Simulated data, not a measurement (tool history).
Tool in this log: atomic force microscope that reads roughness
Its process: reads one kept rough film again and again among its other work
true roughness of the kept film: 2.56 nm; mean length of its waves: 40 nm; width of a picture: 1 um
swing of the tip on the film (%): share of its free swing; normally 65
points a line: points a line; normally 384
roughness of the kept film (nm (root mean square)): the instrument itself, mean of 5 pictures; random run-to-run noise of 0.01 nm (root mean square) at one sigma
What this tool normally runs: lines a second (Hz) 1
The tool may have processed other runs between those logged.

run	day	lines a second (Hz)	swing of the tip on the film (%)	points a line	roughness of the kept film (nm (root mean square))
1	0	1	65	384	2.299
2	0.871	1	79	384	2.15
3	1.258	1	67	384	2.182
4	1.671	1	67	384	2.164
5	2.412	1	67	384	2.126
# day 2.508: height scale calibrated on a step standard
6	3.2	1	67	384	2.075
7	3.95	1	67	384	2.034
8	4.671	1	67	384	2.013
9	5.288	1.38	68	703	1.928
10	5.796	1.63	65	384	1.903
11	6.646	1.63	65	366	1.86
# day 6.933: height scale calibrated on a step standard, once more
# day 7.146: new tip fitted
12	7.312	1.63	65	366	2.244
13	8.1	0.55	65	893	2.285
14	8.746	3.23	58	522	2.111
15	9.238	1.09	66	470	2.15
16	9.888	1.09	66	470	2.099

Below are 5 alternative next runs, each starting from the tool's condition after run 16. Predict each:
A	10.471	1	70	384	?
B	10.471	1.19	80	384	?
C	10.471	0.78	65	470	?
D	10.471	3.02	65	877	?
E	10.471	1.04	69	384	?

run	roughness of the kept film (nm (root mean square))
A	2.049
B	1.952
C	2.102
D	1.929
E	2.054
Without the tool's unlogged condition, the same runs would have read:
run	roughness of the kept film (nm (root mean square))
A	2.268
B	2.16
C	2.326
D	2.135
E	2.273
